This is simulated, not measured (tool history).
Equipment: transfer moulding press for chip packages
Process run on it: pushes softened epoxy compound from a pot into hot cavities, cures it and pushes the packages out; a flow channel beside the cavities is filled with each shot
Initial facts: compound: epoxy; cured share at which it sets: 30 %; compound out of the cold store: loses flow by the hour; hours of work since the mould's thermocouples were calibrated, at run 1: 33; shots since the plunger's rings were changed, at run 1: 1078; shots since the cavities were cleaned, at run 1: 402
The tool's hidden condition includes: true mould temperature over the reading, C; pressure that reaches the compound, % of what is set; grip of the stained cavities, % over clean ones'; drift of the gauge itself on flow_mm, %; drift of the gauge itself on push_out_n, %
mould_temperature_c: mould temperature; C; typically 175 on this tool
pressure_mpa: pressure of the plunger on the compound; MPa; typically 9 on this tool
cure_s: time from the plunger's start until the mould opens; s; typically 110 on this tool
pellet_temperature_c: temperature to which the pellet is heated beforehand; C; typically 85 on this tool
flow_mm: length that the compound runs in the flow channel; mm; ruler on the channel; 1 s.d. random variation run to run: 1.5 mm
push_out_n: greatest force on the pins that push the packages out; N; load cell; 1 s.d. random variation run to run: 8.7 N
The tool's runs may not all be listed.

run,day,mould_temperature_c,pressure_mpa,cure_s,pellet_temperature_c,hours of work since the mould's thermocouples were calibrated,shots since the plunger's rings were changed,shots since the cavities were cleaned,incoming compound's hours out of the cold store,flow_mm,push_out_n
1,0,175,9,110,85,33,1078,402,43.6,661,484
2,0.954,175,9,110,85,45,1292,616,27.5,691,517
# day 1.292: cavities cleaned with cleaning compound and waxed
3,1.788,175,9,140,85,55,1466,112,11,726,525
4,2.817,175,9,140,85,68,1697,343,37,670,534
5,4.121,175,9,110,85,85,1991,637,11.2,721,650
# day 4.383: cavities cleaned with cleaning compound and waxed
6,4.762,175,9,110,85,92,2121,85,31.1,681,395
7,5.438,175,9,110,95,101,2273,237,29.3,680,439
8,6.025,175,9,110,95,109,2406,370,19.4,697,462
9,7.046,175,9,110,95,122,2635,599,28.6,674,495
# day 7.196: cavities cleaned with cleaning compound and waxed, once more
# day 8.021: plunger's sealing rings changed
10,8.438,175,9,110,95,138,95,257,43.4,668,448
11,9.425,175,8.49,110,85,150,317,479,31.2,673,487
# day 10.396: cavities cleaned with cleaning compound and waxed
12,10.567,175,8.49,110,85,164,559,38,35.4,660,402
13,11.654,175,9,110,85,178,804,283,31.9,686,452
14,12.396,175,9,110,85,188,972,451,34.5,678,495
# day 13.5: cavities cleaned with cleaning compound and waxed
15,13.683,180,9,131,79,204,1246,41,9.1,716,339
16,14.504,180,9,131,79,214,1431,226,14.2,704,386
17,15.062,180,9,131,79,221,1557,352,39.5,651,414
18,15.771,180,7.78,97,93,231,1716,511,48,588,475
# day 16.588: cavities cleaned with cleaning compound and waxed
19,16.783,180,8.91,110,95,243,1930,44,46.5,627,347
20,17.621,175,9,134,79,254,2118,232,37.9,661,391
21,18.479,175,9,134,79,265,2311,425,13.6,710,428
22,19.042,177,9,125,85,272,2438,552,46.9,637,457
# day 19.679: cavities cleaned with cleaning compound and waxed
23,19.75,177,9,125,85,280,2584,17,9,711,348

What does the tool deliver on the next run?
# day 20.929: plunger's sealing rings changed
24,21.05,175,7.36,145,85,296,27,285,44.6,?,?

flow_mm: 602 mm
push_out_n: 404 N
Without the tool's hidden state the same run would have given flow_mm 605 mm, push_out_n 333 N.
